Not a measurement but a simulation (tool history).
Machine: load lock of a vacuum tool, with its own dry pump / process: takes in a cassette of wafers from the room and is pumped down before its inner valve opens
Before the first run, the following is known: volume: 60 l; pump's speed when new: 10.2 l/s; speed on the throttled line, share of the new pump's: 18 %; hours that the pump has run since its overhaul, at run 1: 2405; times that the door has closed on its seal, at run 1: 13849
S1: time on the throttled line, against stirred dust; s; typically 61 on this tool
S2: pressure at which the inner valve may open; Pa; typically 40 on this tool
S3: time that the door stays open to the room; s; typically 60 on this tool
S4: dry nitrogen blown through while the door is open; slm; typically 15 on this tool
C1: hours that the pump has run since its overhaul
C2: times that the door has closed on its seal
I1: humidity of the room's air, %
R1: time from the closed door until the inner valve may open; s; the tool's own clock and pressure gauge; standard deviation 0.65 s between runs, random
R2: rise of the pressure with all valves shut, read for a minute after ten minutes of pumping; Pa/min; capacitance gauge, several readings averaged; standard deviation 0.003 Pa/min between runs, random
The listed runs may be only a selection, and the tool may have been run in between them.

run	hour	S1	S2	S3	S4	C1	C2	I1	R1	R2
1	0.0	61	40	60	15	2405	13849	46.7	97.0	0.175
2	366.9	61	40	60	15	2772	15546	44.6	96.7	0.202
3	803.6	61	40	60	15	3209	17565	45.6	98.1	0.242
4	1187.9	61	40	60	15	3593	19343	47.4	97.1	0.291
# hour 1439.1: door's seal changed, seat wiped
5	1586.0	61	40	60	15	3990	680	43.8	97.3	0.027
6	1973.9	61	40	60	15	4377	2473	43.5	98.6	0.032
7	2360.7	61	40	60	15	4764	4262	44.2	99.0	0.053
8	2882.2	61	40	60	15	5286	6674	45.5	98.3	0.081
9	3243.5	45	30	60	29	5647	8345	44.4	88.2	0.095
10	3479.9	66	30	60	29	5883	9438	43.0	105.5	0.115
11	3860.3	61	40	70	15	6264	11197	46.6	98.9	0.140
12	4085.2	55	30	32	15	6489	12237	45.0	97.6	0.156
13	4355.4	55	30	32	15	6759	13486	45.1	96.6	0.182
14	4862.5	47	34	78	15	7266	15831	46.7	89.6	0.245
15	5083.9	103	55	60	14	7487	16855	42.6	131.9	0.254

For run 16, what comes out?
16	5438.4	103	55	60	14	7842	18494	44.2	?	?

Logged for run 16: R1 130.5 s, R2 0.290 Pa/min.
If the tool had no hidden condition, the same run with the same run-to-run variation would have returned R1 127.5 s, R2 0.022 Pa/min.
